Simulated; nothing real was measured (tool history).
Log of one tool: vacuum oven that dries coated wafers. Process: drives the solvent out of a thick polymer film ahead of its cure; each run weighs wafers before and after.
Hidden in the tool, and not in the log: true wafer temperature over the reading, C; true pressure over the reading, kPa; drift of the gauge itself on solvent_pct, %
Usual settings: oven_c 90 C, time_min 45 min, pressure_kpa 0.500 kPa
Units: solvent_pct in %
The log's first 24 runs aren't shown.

run	hour	oven_c	time_min	pressure_kpa	hours of work since the thermocouples were calibrated	hours of work since the vacuum gauge was cleaned of residue	solvent_pct
25	315.7	90	27	1.237	960	542	2.81
26	330.5	90	27	1.237	969	551	2.84
27	348.7	90	41	0.420	980	563	1.31
28	364.0	90	41	0.420	989	572	1.33
29	382.7	87	46	0.528	1001	584	1.62
30	400.0	100	35	0.258	1012	595	0.48
31	409.9	80	34	0.500	1018	601	3.87
# hour 412.5: vacuum gauge cleaned of residue and calibrated
32	428.7	80	34	0.500	1029	10	3.98
33	437.9	90	67	1.302	1034	16	1.14
34	449.5	90	67	1.302	1041	23	1.19
35	464.4	90	67	1.302	1051	32	1.20

Run 36 comes next. What will it give?
# hour 477.4: vacuum gauge cleaned of residue and calibrated, once more
36	481.6	88	45	0.842	1060	3	?

Run 36 gave solvent_pct 1.49 %.
Without the tool's hidden state the same run would have given solvent_pct 1.81 %.
